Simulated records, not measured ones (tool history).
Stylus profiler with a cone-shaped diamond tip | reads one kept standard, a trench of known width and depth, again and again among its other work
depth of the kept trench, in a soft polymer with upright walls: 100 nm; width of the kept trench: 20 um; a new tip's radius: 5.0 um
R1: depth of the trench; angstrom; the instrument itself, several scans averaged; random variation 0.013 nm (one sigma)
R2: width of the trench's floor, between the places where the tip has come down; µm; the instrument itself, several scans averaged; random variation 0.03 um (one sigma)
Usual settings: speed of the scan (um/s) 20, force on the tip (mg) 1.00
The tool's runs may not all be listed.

Run 1, hour 0.0: usual settings. Result: R1 1003.5 angstrom, R2 17.31 µm.
Run 2, hour 76.4: usual settings. Result: R1 1003.2 angstrom, R2 17.27 µm.
Run 3, hour 188.9: usual settings. Result: R1 1003.3 angstrom, R2 17.29 µm.
Run 4, hour 278.6: usual settings. Result: R1 1003.2 angstrom, R2 17.19 µm.
Run 5, hour 404.6: usual settings. Result: R1 1003.2 angstrom, R2 17.16 µm.
Run 6, hour 467.6: usual settings. Result: R1 1002.9 angstrom, R2 17.17 µm.
Run 7, hour 578.2: usual settings but force on the tip (mg) 1.52. Result: R1 1004.2 angstrom, R2 17.18 µm.
Run 8, hour 668.9: usual settings but force on the tip (mg) 1.52. Result: R1 1004.4 angstrom, R2 17.20 µm.
Run 9, hour 741.5: usual settings. Result: R1 1002.8 angstrom, R2 17.15 µm.
Run 10, hour 813.7: usual settings but speed of the scan (um/s) 48. Result: R1 1002.6 angstrom, R2 17.03 µm.
At hour 878.1: height scale calibrated on a step standard.
Run 11, hour 888.0: usual settings but speed of the scan (um/s) 48. Result: R1 1001.2 angstrom, R2 17.06 µm.
Run 12, hour 995.6: usual settings but speed of the scan (um/s) 17. Result: R1 1000.8 angstrom, R2 17.09 µm.
At hour 1061.0: height scale calibrated on a step standard, once more.
Run 13, hour 1116.1: usual settings but speed of the scan (um/s) 72. Result: R1 1004.6 angstrom, R2 16.97 µm.
Run 14, hour 1200.8: usual settings but speed of the scan (um/s) 72. Result: R1 1004.7 angstrom, R2 16.95 µm.
Run 15, hour 1266.9: usual settings but speed of the scan (um/s) 72. Result: R1 1004.5 angstrom, R2 16.88 µm.
Run 16, hour 1391.2: usual settings but speed of the scan (um/s) 7. Result: R1 1004.3 angstrom, R2 17.06 µm.
Run 17, hour 1516.0: usual settings but force on the tip (mg) 1.50. Result: R1 1005.9 angstrom, R2 16.99 µm.
Run 18, hour 1626.0: usual settings but speed of the scan (um/s) 11. Result: R1 1004.2 angstrom, R2 17.01 µm.
Run 19, hour 1748.7: usual settings but speed of the scan (um/s) 11. Result: R1 1004.0 angstrom, R2 16.93 µm.
Run 20, hour 1808.6: usual settings but speed of the scan (um/s) 11. Result: R1 1004.1 angstrom, R2 16.96 µm.
Run 21, hour 1912.3: usual settings but speed of the scan (um/s) 11. Result: R1 1003.9 angstrom, R2 16.87 µm.
Run 22, hour 1965.5: usual settings. Result: R1 1004.2 angstrom, R2 16.92 µm.

Run 23 comes next. What will it give?
Run 23, hour 2033.2: usual settings. Result: R1 ?, R2 ?.

{"run 23": {"R1": 1003.8, "R2": 16.9}}
Without the tool's hidden state the same run would have given R1 1004.9 angstrom, R2 17.96 µm.
